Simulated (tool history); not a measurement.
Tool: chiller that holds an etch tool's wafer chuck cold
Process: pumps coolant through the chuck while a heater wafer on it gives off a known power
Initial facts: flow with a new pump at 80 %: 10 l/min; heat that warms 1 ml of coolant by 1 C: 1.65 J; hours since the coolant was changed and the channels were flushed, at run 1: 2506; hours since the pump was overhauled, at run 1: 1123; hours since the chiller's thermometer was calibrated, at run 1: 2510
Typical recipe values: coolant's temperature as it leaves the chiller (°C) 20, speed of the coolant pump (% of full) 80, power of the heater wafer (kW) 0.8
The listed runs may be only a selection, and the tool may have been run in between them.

run   hour  coolant's temperature as it leaves the chiller (°C)  speed of the coolant pump (% of full)  power of the heater wafer (kW)  hours since the coolant was changed and the channels were flushed  hours since the pump was overhauled  hours since the chiller's thermometer was calibrated  chuck's temperature once it has settled (°C)  how much warmer the coolant comes back (C)
  1      0                                                   20                                     80                             0.8                                                               2506                                 1123                                                  2510                                          26.9                                        2.84
  2   12.8                                                   20                                     80                             0.8                                                               2519                                 1136                                                  2523                                          26.9                                        2.87
  3   27.7                                                   20                                     61                             0.8                                                               2534                                 1151                                                  2538                                          28.4                                        3.93
  4   42.7                                                   20                                     61                           0.939                                                               2549                                 1166                                                  2553                                            30                                        4.63
  5   70.7                                                   20                                     61                           0.939                                                               2577                                 1194                                                  2581                                          29.9                                         4.7
  6   84.9                                                   20                                     61                           0.939                                                               2591                                 1208                                                  2595                                            30                                        4.76
  7  102.9                                                   20                                     80                           1.139                                                               2609                                 1226                                                  2613                                          29.8                                        4.33
  8  116.1                                                   20                                     80                           1.139                                                               2622                                 1239                                                  2626                                          29.8                                        4.35
  9  141.9                                                   20                                     80                           1.139                                                               2648                                 1265                                                  2652                                          29.9                                        4.38
 10  166.5                                                   20                                     80                           1.139                                                               2672                                 1290                                                  2676                                          29.7                                        4.44
 11  181.1                                                   20                                     80                           1.139                                                               2687                                 1304                                                  2691                                          29.7                                        4.41
 12  201.7                                                   20                                     80                           1.139                                                               2708                                 1325                                                  2712                                          29.8                                        4.45
 13  230.1                                                   17                                     72                           0.666                                                               2736                                 1353                                                  2740                                          23.1                                        3.11
 14  247.1                                                   15                                     79                           0.666                                                               2753                                 1370                                                  2757                                          20.7                                        2.87
 15  259.9                                                   15                                     79                           0.666                                                               2766                                 1383                                                  2770                                          20.6                                        2.85
 16  281.7                                                   20                                     76                           0.754                                                               2788                                 1405                                                  2792                                          26.9                                        3.35
     289.6  -- gauge calibrated
 17  302.1                                                   26                                     62                           0.754                                                               2808                                 1425                                                  2812                                          33.9                                        3.61
 18  330.7                                                   26                                     62                           1.115                                                               2837                                 1454                                                  2841                                          37.7                                        5.42
 19  346.2                                                   27                                     94                           0.683                                                               2852                                 1469                                                  2856                                          32.2                                        2.22
 20  370.7                                                   17                                     62                           1.178                                                               2877                                 1494                                                  2881                                          29.6                                        5.71
 21  393.8                                                   12                                     62                           0.954                                                               2900                                 1517                                                  2904                                          21.9                                         4.7
 22    419                                                   12                                     62                           0.954                                                               2925                                 1542                                                  2929                                            22                                        4.74
 23    441                                                   18                                     98                           0.561                                                               2947                                 1564                                                  2951                                          22.1                                        1.92

A few steps of how much warmer the coolant comes back (C) between consecutive runs. Split each: what settings, incoming material and random variation would produce without the hidden state, and what is left over for the hidden state, along with gauge scatter present in only one of the two compared results (measured, and without hidden state):
What the log doesn't record here: heat passed by the chuck's channels, % of clean ones'; flow at a given pump speed, % of a new pump's; coolant's true temperature over the reading, C; drift of the gauge itself on chuck_c, C; drift of the gauge itself on warmer_back_c, C.
Run 4 -> 5: no setting touched and nothing written in the log between the runs. how much warmer the coolant comes back (C) +0.07: hidden state +0.05, all else +0.02.
Run 16 -> 17: coolant's temperature as it leaves the chiller (°C) 20 -> 26, speed of the coolant pump (% of full) 76 -> 62, gauge calibrated. how much warmer the coolant comes back (C) +0.26: hidden state -0.42, all else +0.68.
Run 18 -> 19: coolant's temperature as it leaves the chiller (°C) 26 -> 27, speed of the coolant pump (% of full) 62 -> 94, power of the heater wafer (kW) 1.115 -> 0.683. how much warmer the coolant comes back (C) -3.2: hidden state +0.03, all else -3.23.
Run 19 -> 20: coolant's temperature as it leaves the chiller (°C) 27 -> 17, speed of the coolant pump (% of full) 94 -> 62, power of the heater wafer (kW) 0.683 -> 1.178. how much warmer the coolant comes back (C) +3.49: hidden state +0.03, all else +3.46.
